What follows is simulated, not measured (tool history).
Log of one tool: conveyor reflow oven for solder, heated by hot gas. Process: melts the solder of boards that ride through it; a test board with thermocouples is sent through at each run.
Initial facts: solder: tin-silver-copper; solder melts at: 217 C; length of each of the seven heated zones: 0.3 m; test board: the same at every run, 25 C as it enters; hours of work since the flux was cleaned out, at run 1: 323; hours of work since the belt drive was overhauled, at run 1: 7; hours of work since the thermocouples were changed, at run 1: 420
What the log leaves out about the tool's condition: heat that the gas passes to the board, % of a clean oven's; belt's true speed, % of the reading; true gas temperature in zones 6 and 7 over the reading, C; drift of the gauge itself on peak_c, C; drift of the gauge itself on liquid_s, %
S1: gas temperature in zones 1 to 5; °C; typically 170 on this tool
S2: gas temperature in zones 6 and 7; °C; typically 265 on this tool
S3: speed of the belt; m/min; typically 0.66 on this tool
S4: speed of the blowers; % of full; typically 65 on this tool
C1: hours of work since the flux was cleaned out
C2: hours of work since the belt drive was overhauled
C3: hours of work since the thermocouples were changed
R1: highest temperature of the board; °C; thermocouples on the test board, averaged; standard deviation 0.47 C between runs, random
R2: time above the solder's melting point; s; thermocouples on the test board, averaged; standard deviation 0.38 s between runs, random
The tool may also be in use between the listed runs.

run,hour,S1,S2,S3,S4,C1,C2,C3,R1,R2
1,0,170,265,0.66,65,323,7,420,247.9,37
2,10.7,170,265,0.66,65,330,14,427,247,37
3,23,170,265,0.66,65,337,22,435,247.8,36.9
4,39.1,170,265,0.758,65,347,32,445,242.8,28.8
5,55.8,170,265,0.758,65,358,42,455,242.6,29.1
# hour 62.3: flux residue cleaned out of gas plates and filters
6,76.7,170,265,0.758,65,9,52,465,240.3,26.3
7,91.6,170,266,0.611,67,18,62,474,248.6,41.5
8,107.9,170,266,0.611,67,29,72,485,248.5,41.4
9,124.1,170,266,0.664,61,39,82,495,244.8,34.1
10,133,179,259,0.664,90,44,88,500,244.8,38.3
# hour 154.9: flux residue cleaned out of gas plates and filters, once more
11,155.4,170,267,0.66,56,0,99,511,249.4,38.5
12,162.8,170,267,0.66,56,5,103,516,249.1,37.9

What if the next run were any one of these 4? Each begins from the tool's condition after run 12:
A,177.5,170,267,0.66,66,14,112,525,?,?
B,177.5,162,267,0.603,53,14,112,525,?,?
C,177.5,170,265,0.735,65,14,112,525,?,?
D,177.5,170,265,0.573,88,14,112,525,?,?

run,R1,R2
A,251.5,40.3
B,250.3,40
C,246.8,32.8
D,255.8,51.1
Without the tool's unlogged condition, the same runs would have read:
run,R1,R2
A,253.7,41.3
B,252.5,41.1
C,248.9,33.9
D,258,52

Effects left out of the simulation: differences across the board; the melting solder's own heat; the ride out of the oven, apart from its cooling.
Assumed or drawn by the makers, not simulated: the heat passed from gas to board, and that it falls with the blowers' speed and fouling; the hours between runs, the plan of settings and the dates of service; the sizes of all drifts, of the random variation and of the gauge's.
